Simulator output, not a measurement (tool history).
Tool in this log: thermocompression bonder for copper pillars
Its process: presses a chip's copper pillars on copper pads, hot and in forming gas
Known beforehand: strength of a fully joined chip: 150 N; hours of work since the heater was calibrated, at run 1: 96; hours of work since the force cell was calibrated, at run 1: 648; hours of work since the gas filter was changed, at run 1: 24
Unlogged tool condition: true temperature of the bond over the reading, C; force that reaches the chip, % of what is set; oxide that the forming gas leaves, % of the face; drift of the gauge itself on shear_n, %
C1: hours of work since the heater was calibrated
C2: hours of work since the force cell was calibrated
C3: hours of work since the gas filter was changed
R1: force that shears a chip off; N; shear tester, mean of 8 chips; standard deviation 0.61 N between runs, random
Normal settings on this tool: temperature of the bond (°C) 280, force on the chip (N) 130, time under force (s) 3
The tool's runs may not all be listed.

run 1 hour=0 | temperature_of_the_bond_(°C)=280 force_on_the_chip_(N)=130 time_under_force_(s)=3 | C1=96 C2=648 C3=24 | R1=80.1
run 2 hour=16.2 | temperature_of_the_bond_(°C)=280 force_on_the_chip_(N)=130 time_under_force_(s)=3 | C1=105 C2=657 C3=33 | R1=79.2
run 3 hour=31.2 | temperature_of_the_bond_(°C)=280 force_on_the_chip_(N)=130 time_under_force_(s)=3 | C1=113 C2=665 C3=41 | R1=78.3
run 4 hour=52.7 | temperature_of_the_bond_(°C)=280 force_on_the_chip_(N)=130 time_under_force_(s)=3 | C1=124 C2=676 C3=52 | R1=79.3
run 5 hour=70.6 | temperature_of_the_bond_(°C)=253 force_on_the_chip_(N)=130 time_under_force_(s)=3 | C1=134 C2=686 C3=62 | R1=60.7
run 6 hour=95.6 | temperature_of_the_bond_(°C)=280 force_on_the_chip_(N)=130 time_under_force_(s)=3 | C1=147 C2=699 C3=75 | R1=78.2
run 7 hour=116.3 | temperature_of_the_bond_(°C)=280 force_on_the_chip_(N)=130 time_under_force_(s)=3 | C1=158 C2=710 C3=86 | R1=77.2
run 8 hour=131.2 | temperature_of_the_bond_(°C)=280 force_on_the_chip_(N)=93 time_under_force_(s)=3 | C1=166 C2=718 C3=94 | R1=57.8
run 9 hour=156.2 | temperature_of_the_bond_(°C)=280 force_on_the_chip_(N)=84 time_under_force_(s)=3 | C1=180 C2=732 C3=108 | R1=52.5
run 10 hour=187.5 | temperature_of_the_bond_(°C)=280 force_on_the_chip_(N)=130 time_under_force_(s)=5 | C1=197 C2=749 C3=125 | R1=90.6
run 11 hour=211.4 | temperature_of_the_bond_(°C)=280 force_on_the_chip_(N)=130 time_under_force_(s)=2 | C1=209 C2=761 C3=137 | R1=67.1
run 12 hour=226.8 | temperature_of_the_bond_(°C)=280 force_on_the_chip_(N)=130 time_under_force_(s)=2 | C1=218 C2=770 C3=146 | R1=67.5
run 13 hour=256.1 | temperature_of_the_bond_(°C)=280 force_on_the_chip_(N)=130 time_under_force_(s)=3 | C1=233 C2=785 C3=161 | R1=74.9
run 14 hour=270.8 | temperature_of_the_bond_(°C)=280 force_on_the_chip_(N)=130 time_under_force_(s)=3 | C1=241 C2=793 C3=169 | R1=77
run 15 hour=294.3 | temperature_of_the_bond_(°C)=280 force_on_the_chip_(N)=130 time_under_force_(s)=3 | C1=254 C2=806 C3=182 | R1=76.2
run 16 hour=318.8 | temperature_of_the_bond_(°C)=280 force_on_the_chip_(N)=130 time_under_force_(s)=3 | C1=267 C2=819 C3=195 | R1=76.7
run 17 hour=333.9 | temperature_of_the_bond_(°C)=280 force_on_the_chip_(N)=130 time_under_force_(s)=3 | C1=275 C2=827 C3=203 | R1=75.9
run 18 hour=358.5 | temperature_of_the_bond_(°C)=280 force_on_the_chip_(N)=130 time_under_force_(s)=3 | C1=288 C2=840 C3=216 | R1=74.2
run 19 hour=377.4 | temperature_of_the_bond_(°C)=280 force_on_the_chip_(N)=141 time_under_force_(s)=3 | C1=298 C2=850 C3=226 | R1=79.6
run 20 hour=404.8 | temperature_of_the_bond_(°C)=280 force_on_the_chip_(N)=130 time_under_force_(s)=3 | C1=313 C2=865 C3=241 | R1=74.6
run 21 hour=428.8 | temperature_of_the_bond_(°C)=290 force_on_the_chip_(N)=116 time_under_force_(s)=2 | C1=326 C2=878 C3=254 | R1=62.9
run 22 hour=448.5 | temperature_of_the_bond_(°C)=260 force_on_the_chip_(N)=171 time_under_force_(s)=3 | C1=336 C2=888 C3=265 | R1=77.1
run 23 hour=462.1 | temperature_of_the_bond_(°C)=260 force_on_the_chip_(N)=171 time_under_force_(s)=3 | C1=344 C2=896 C3=272 | R1=77.8
run 24 hour=491.6 | temperature_of_the_bond_(°C)=260 force_on_the_chip_(N)=171 time_under_force_(s)=3 | C1=360 C2=912 C3=288 | R1=77.7
run 25 hour=518.9 | temperature_of_the_bond_(°C)=252 force_on_the_chip_(N)=83 time_under_force_(s)=3 | C1=374 C2=926 C3=302 | R1=35.5
run 26 hour=543.6 | temperature_of_the_bond_(°C)=254 force_on_the_chip_(N)=78 time_under_force_(s)=5 | C1=387 C2=939 C3=315 | R1=41.2
run 27 hour=570.8 | temperature_of_the_bond_(°C)=275 force_on_the_chip_(N)=121 time_under_force_(s)=3 | C1=402 C2=954 C3=330 | R1=64.6
-- hour=572.6 forming gas filter changed
run 28 hour=598.9 | temperature_of_the_bond_(°C)=275 force_on_the_chip_(N)=121 time_under_force_(s)=3 | C1=417 C2=969 C3=14 | R1=71.5
run 29 hour=629.7 | temperature_of_the_bond_(°C)=283 force_on_the_chip_(N)=131 time_under_force_(s)=2 | C1=433 C2=985 C3=31 | R1=69.9
run 30 hour=656.2 | temperature_of_the_bond_(°C)=280 force_on_the_chip_(N)=191 time_under_force_(s)=3 | C1=448 C2=999 C3=45 | R1=103.5
run 31 hour=687 | temperature_of_the_bond_(°C)=280 force_on_the_chip_(N)=191 time_under_force_(s)=3 | C1=464 C2=1016 C3=61 | R1=103.3
run 32 hour=715.9 | temperature_of_the_bond_(°C)=267 force_on_the_chip_(N)=191 time_under_force_(s)=3 | C1=480 C2=1031 C3=77 | R1=93.5
run 33 hour=735.5 | temperature_of_the_bond_(°C)=277 force_on_the_chip_(N)=160 time_under_force_(s)=2 | C1=490 C2=1042 C3=87 | R1=77.2
run 34 hour=758.1 | temperature_of_the_bond_(°C)=280 force_on_the_chip_(N)=130 time_under_force_(s)=5 | C1=502 C2=1054 C3=99 | R1=89.5
run 35 hour=775.7 | temperature_of_the_bond_(°C)=280 force_on_the_chip_(N)=130 time_under_force_(s)=5 | C1=512 C2=1064 C3=109 | R1=89.2
run 36 hour=790.9 | temperature_of_the_bond_(°C)=271 force_on_the_chip_(N)=148 time_under_force_(s)=3 | C1=520 C2=1072 C3=117 | R1=77.8
run 37 hour=811.4 | temperature_of_the_bond_(°C)=271 force_on_the_chip_(N)=148 time_under_force_(s)=3 | C1=531 C2=1083 C3=128 | R1=77.8
run 38 hour=834.5 | temperature_of_the_bond_(°C)=271 force_on_the_chip_(N)=148 time_under_force_(s)=3 | C1=543 C2=1095 C3=140 | R1=78.1
run 39 hour=860 | temperature_of_the_bond_(°C)=271 force_on_the_chip_(N)=148 time_under_force_(s)=3 | C1=557 C2=1109 C3=154 | R1=77.2
run 40 hour=881.9 | temperature_of_the_bond_(°C)=271 force_on_the_chip_(N)=148 time_under_force_(s)=3 | C1=568 C2=1120 C3=166 | R1=76.7

Forecast each of these 3 alternatives for the next run:
run A hour=908.4 | temperature_of_the_bond_(°C)=309 force_on_the_chip_(N)=82 time_under_force_(s)=3 | C1=583 C2=1135 C3=180 | R1=?
run B hour=908.4 | temperature_of_the_bond_(°C)=271 force_on_the_chip_(N)=81 time_under_force_(s)=3 | C1=583 C2=1135 C3=180 | R1=?
run C hour=908.4 | temperature_of_the_bond_(°C)=280 force_on_the_chip_(N)=83 time_under_force_(s)=3 | C1=583 C2=1135 C3=180 | R1=?

run=A R1=62.6
run=B R1=44.6
run=C R1=48.3
With no hidden state in the tool, these same runs would have given:
run=A R1=67.2
run=B R1=48.5
run=C R1=52.4
